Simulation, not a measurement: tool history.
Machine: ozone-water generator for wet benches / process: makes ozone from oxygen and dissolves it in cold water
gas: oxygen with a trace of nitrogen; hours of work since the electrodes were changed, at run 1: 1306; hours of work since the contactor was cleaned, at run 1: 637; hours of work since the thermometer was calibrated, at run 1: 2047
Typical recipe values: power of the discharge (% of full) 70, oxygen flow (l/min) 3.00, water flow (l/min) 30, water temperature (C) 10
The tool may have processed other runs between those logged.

run	hour	power of the discharge (% of full)	oxygen flow (l/min)	water flow (l/min)	water temperature (C)	hours of work since the electrodes were changed	hours of work since the contactor was cleaned	hours of work since the thermometer was calibrated	dissolved ozone (ppm)	ozone in the gas ahead of the water (g/m3)
1	0.0	70	3.00	30	10	1306	637	2047	9.3	187.7
2	31.7	70	1.56	30	10	1337	669	2079	6.4	233.1
3	70.0	70	1.56	30	10	1375	706	2116	6.6	233.3
4	99.6	82	3.00	30	10	1404	736	2146	10.5	210.2
5	139.8	70	3.00	30	9	1444	775	2185	9.5	185.8
6	177.9	70	3.00	30	15	1481	813	2223	9.1	184.4
7	221.4	70	3.00	30	10	1524	856	2266	9.2	186.2
8	256.4	70	3.00	30	10	1559	890	2301	9.3	186.5
9	290.7	70	3.00	30	10	1593	924	2334	9.2	184.8
10	323.0	70	3.00	30	10	1625	956	2366	9.2	187.0
11	366.5	70	3.00	30	10	1667	999	2409	9.3	185.1
12	398.1	70	3.00	30	10	1699	1030	2441	9.4	186.4
13	444.0	70	3.00	30	10	1744	1076	2486	9.1	187.1
14	479.1	70	3.00	31	10	1779	1110	2520	8.9	186.9
15	514.2	70	3.00	31	10	1813	1145	2555	9.0	185.4
16	548.4	70	3.00	31	10	1847	1179	2589	8.8	184.5
17	593.1	70	3.00	31	10	1891	1223	2633	8.9	187.3
# hour 603.2: water thermometer calibrated
18	628.2	70	3.00	31	10	1925	1257	25	8.7	185.0
19	674.8	70	3.00	31	10	1971	1303	71	8.8	187.6
20	705.0	70	3.00	29	7	2001	1333	101	9.8	186.9
21	744.8	70	4.86	30	10	2040	1372	140	11.6	158.5
22	786.9	84	3.00	39	10	2082	1414	181	7.4	213.8
23	812.0	84	3.00	39	10	2107	1439	206	7.7	214.8
24	832.1	84	2.11	39	10	2127	1458	226	6.3	242.8
25	857.6	84	2.44	38	10	2152	1483	251	7.2	227.6
26	891.0	84	2.44	38	10	2185	1516	284	7.2	232.8
27	922.3	84	2.44	38	10	2216	1547	315	7.3	229.9
28	960.4	60	3.00	24	10	2253	1585	353	10.9	165.6
29	1005.9	70	2.82	22	10	2298	1630	398	12.9	190.5
30	1042.1	70	3.64	27	11	2334	1666	433	11.5	175.1
31	1076.7	70	3.64	27	11	2368	1700	468	11.4	175.4
32	1110.9	70	4.58	27	11	2402	1734	501	12.4	162.3

Entry by entry between the runs, the difference in hidden state between the last listed run before and the first listed run after:
After run 17, before run 18: water thermometer calibrated (hour 603.2)
  nothing in the hidden state changes from one run to the other

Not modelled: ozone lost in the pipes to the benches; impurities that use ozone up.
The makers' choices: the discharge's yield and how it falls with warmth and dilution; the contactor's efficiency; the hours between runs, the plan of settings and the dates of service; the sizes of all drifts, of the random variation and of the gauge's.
